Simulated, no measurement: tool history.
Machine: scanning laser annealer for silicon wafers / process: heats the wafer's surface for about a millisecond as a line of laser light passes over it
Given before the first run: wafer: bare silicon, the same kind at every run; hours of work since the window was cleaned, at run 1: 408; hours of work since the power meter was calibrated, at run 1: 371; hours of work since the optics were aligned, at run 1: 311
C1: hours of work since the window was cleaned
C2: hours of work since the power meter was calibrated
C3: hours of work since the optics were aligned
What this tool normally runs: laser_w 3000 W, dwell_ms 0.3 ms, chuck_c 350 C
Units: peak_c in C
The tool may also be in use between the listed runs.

{"run": 1, "day": 0.0, "laser_w": 3000, "dwell_ms": 0.3, "chuck_c": 350, "C1": 408, "C2": 371, "C3": 311, "peak_c": 1129}
{"run": 2, "day": 0.708, "laser_w": 3000, "dwell_ms": 0.3, "chuck_c": 350, "C1": 420, "C2": 384, "C3": 323, "peak_c": 1132}
{"run": 3, "day": 2.171, "laser_w": 3000, "dwell_ms": 0.3, "chuck_c": 350, "C1": 445, "C2": 409, "C3": 348, "peak_c": 1123}
{"run": 4, "day": 3.4, "laser_w": 3000, "dwell_ms": 0.3, "chuck_c": 350, "C1": 466, "C2": 430, "C3": 369, "peak_c": 1127}
{"run": 5, "day": 4.779, "laser_w": 3000, "dwell_ms": 0.3, "chuck_c": 350, "C1": 490, "C2": 453, "C3": 393, "peak_c": 1125}
{"run": 6, "day": 5.608, "laser_w": 3000, "dwell_ms": 0.3, "chuck_c": 350, "C1": 504, "C2": 468, "C3": 407, "peak_c": 1124}
{"run": 7, "day": 6.725, "laser_w": 3000, "dwell_ms": 0.3, "chuck_c": 350, "C1": 523, "C2": 487, "C3": 426, "peak_c": 1121}
{"run": 8, "day": 8.167, "laser_w": 3000, "dwell_ms": 0.3, "chuck_c": 350, "C1": 548, "C2": 512, "C3": 451, "peak_c": 1121}
{"run": 9, "day": 9.883, "laser_w": 3000, "dwell_ms": 0.3, "chuck_c": 350, "C1": 578, "C2": 541, "C3": 480, "peak_c": 1114}
{"day": 10.154, "done": "laser's power meter calibrated"}
{"day": 10.65, "done": "window over the wafer cleaned"}
{"run": 10, "day": 11.779, "laser_w": 3000, "dwell_ms": 0.3, "chuck_c": 350, "C1": 19, "C2": 27, "C3": 509, "peak_c": 1163}
{"run": 11, "day": 13.104, "laser_w": 3000, "dwell_ms": 0.3, "chuck_c": 350, "C1": 42, "C2": 49, "C3": 532, "peak_c": 1157}
{"run": 12, "day": 14.396, "laser_w": 3000, "dwell_ms": 0.3, "chuck_c": 350, "C1": 64, "C2": 71, "C3": 554, "peak_c": 1157}
{"run": 13, "day": 15.929, "laser_w": 2603, "dwell_ms": 0.342, "chuck_c": 350, "C1": 91, "C2": 98, "C3": 581, "peak_c": 1072}
{"run": 14, "day": 17.192, "laser_w": 2806, "dwell_ms": 0.215, "chuck_c": 334, "C1": 112, "C2": 119, "C3": 602, "peak_c": 978}
{"run": 15, "day": 18.038, "laser_w": 2832, "dwell_ms": 0.305, "chuck_c": 326, "C1": 127, "C2": 134, "C3": 617, "peak_c": 1083}
{"day": 19.404, "done": "laser's power meter calibrated, once more"}
{"run": 16, "day": 19.738, "laser_w": 2832, "dwell_ms": 0.305, "chuck_c": 326, "C1": 154, "C2": 6, "C3": 644, "peak_c": 1077}
{"run": 17, "day": 20.8, "laser_w": 2702, "dwell_ms": 0.255, "chuck_c": 367, "C1": 172, "C2": 24, "C3": 662, "peak_c": 1028}
{"run": 18, "day": 22.542, "laser_w": 2702, "dwell_ms": 0.255, "chuck_c": 367, "C1": 202, "C2": 54, "C3": 692, "peak_c": 1026}
{"run": 19, "day": 24.304, "laser_w": 2702, "dwell_ms": 0.255, "chuck_c": 341, "C1": 232, "C2": 84, "C3": 722, "peak_c": 994}
{"run": 20, "day": 25.846, "laser_w": 3159, "dwell_ms": 0.325, "chuck_c": 326, "C1": 259, "C2": 111, "C3": 749, "peak_c": 1194}
{"run": 21, "day": 26.729, "laser_w": 2843, "dwell_ms": 0.274, "chuck_c": 326, "C1": 274, "C2": 126, "C3": 764, "peak_c": 1040}
{"run": 22, "day": 27.45, "laser_w": 2843, "dwell_ms": 0.274, "chuck_c": 326, "C1": 286, "C2": 138, "C3": 776, "peak_c": 1041}
{"run": 23, "day": 28.846, "laser_w": 3000, "dwell_ms": 0.279, "chuck_c": 355, "C1": 310, "C2": 162, "C3": 800, "peak_c": 1119}

Below are 4 alternative next runs, each starting from the tool's condition after run 23. Predict each:
{"run": "A", "day": 29.917, "laser_w": 2793, "dwell_ms": 0.279, "chuck_c": 329, "C1": 329, "C2": 180, "C3": 818, "peak_c": "?"}
{"run": "B", "day": 29.917, "laser_w": 2717, "dwell_ms": 0.211, "chuck_c": 350, "C1": 329, "C2": 180, "C3": 818, "peak_c": "?"}
{"run": "C", "day": 29.917, "laser_w": 3285, "dwell_ms": 0.291, "chuck_c": 349, "C1": 329, "C2": 180, "C3": 818, "peak_c": "?"}
{"run": "D", "day": 29.917, "laser_w": 3000, "dwell_ms": 0.289, "chuck_c": 355, "C1": 329, "C2": 180, "C3": 818, "peak_c": "?"}

run=A peak_c=1029
run=B peak_c=953
run=C peak_c=1209
run=D peak_c=1126
Take away the tool's hidden state, keep each run's random variation, and the runs would have read:
run=A peak_c=1056
run=B peak_c=976
run=C peak_c=1242
run=D peak_c=1155
